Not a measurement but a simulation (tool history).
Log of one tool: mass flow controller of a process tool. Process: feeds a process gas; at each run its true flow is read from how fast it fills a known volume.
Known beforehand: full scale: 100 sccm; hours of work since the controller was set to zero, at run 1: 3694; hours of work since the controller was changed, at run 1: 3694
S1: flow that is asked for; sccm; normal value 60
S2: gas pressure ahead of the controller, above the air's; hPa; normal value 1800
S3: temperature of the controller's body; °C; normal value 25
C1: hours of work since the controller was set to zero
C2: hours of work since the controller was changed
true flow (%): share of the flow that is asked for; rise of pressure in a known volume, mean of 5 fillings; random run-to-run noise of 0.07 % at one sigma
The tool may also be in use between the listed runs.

run 1 hour=0 | S1=60 S2=1800 S3=25 | C1=3694 C2=3694 | true_flow_(%)=98.76
run 2 hour=275.6 | S1=60 S2=1800 S3=22 | C1=3910 C2=3910 | true_flow_(%)=98.53
run 3 hour=561.2 | S1=60 S2=1800 S3=25 | C1=4133 C2=4133 | true_flow_(%)=98.57
run 4 hour=844.6 | S1=60 S2=1800 S3=25 | C1=4355 C2=4355 | true_flow_(%)=98.3
run 5 hour=1009.8 | S1=60 S2=1800 S3=36 | C1=4484 C2=4484 | true_flow_(%)=98.86
run 6 hour=1294.9 | S1=60 S2=1800 S3=36 | C1=4707 C2=4707 | true_flow_(%)=98.83
run 7 hour=1452.2 | S1=60 S2=1800 S3=36 | C1=4830 C2=4830 | true_flow_(%)=98.58
run 8 hour=1734.7 | S1=60 S2=1800 S3=36 | C1=5051 C2=5051 | true_flow_(%)=98.48
run 9 hour=1912.8 | S1=60 S2=1800 S3=36 | C1=5191 C2=5191 | true_flow_(%)=98.4
run 10 hour=2122.7 | S1=60 S2=1800 S3=36 | C1=5355 C2=5355 | true_flow_(%)=98.22
run 11 hour=2292.1 | S1=60 S2=1800 S3=36 | C1=5488 C2=5488 | true_flow_(%)=98.02
-- hour=2398.3 controller's zero set anew
run 12 hour=2483.1 | S1=60 S2=1800 S3=36 | C1=66 C2=5637 | true_flow_(%)=97.94
run 13 hour=2742.3 | S1=68 S2=1800 S3=36 | C1=269 C2=5839 | true_flow_(%)=97.79
run 14 hour=2914.3 | S1=68 S2=1800 S3=36 | C1=404 C2=5974 | true_flow_(%)=97.83
run 15 hour=3184.9 | S1=29 S2=2640 S3=32 | C1=616 C2=6186 | true_flow_(%)=96.67
run 16 hour=3465 | S1=29 S2=2640 S3=32 | C1=835 C2=6405 | true_flow_(%)=96.57
-- hour=3547.6 gauge calibrated
run 17 hour=3678.2 | S1=66 S2=2300 S3=32 | C1=1001 C2=6572 | true_flow_(%)=99.79
run 18 hour=3941.9 | S1=74 S2=1800 S3=36 | C1=1208 C2=6778 | true_flow_(%)=99.74
run 19 hour=4091 | S1=35 S2=2610 S3=25 | C1=1324 C2=6895 | true_flow_(%)=98.53

Run 20 is up next; what results do you expect?
run 20 hour=4224.4 | S1=35 S2=2340 S3=21 | C1=1429 C2=6999 | true_flow_(%)=?

true flow (%): 97.84
Without the tool's hidden state the same run would have given true flow (%) 98.33.
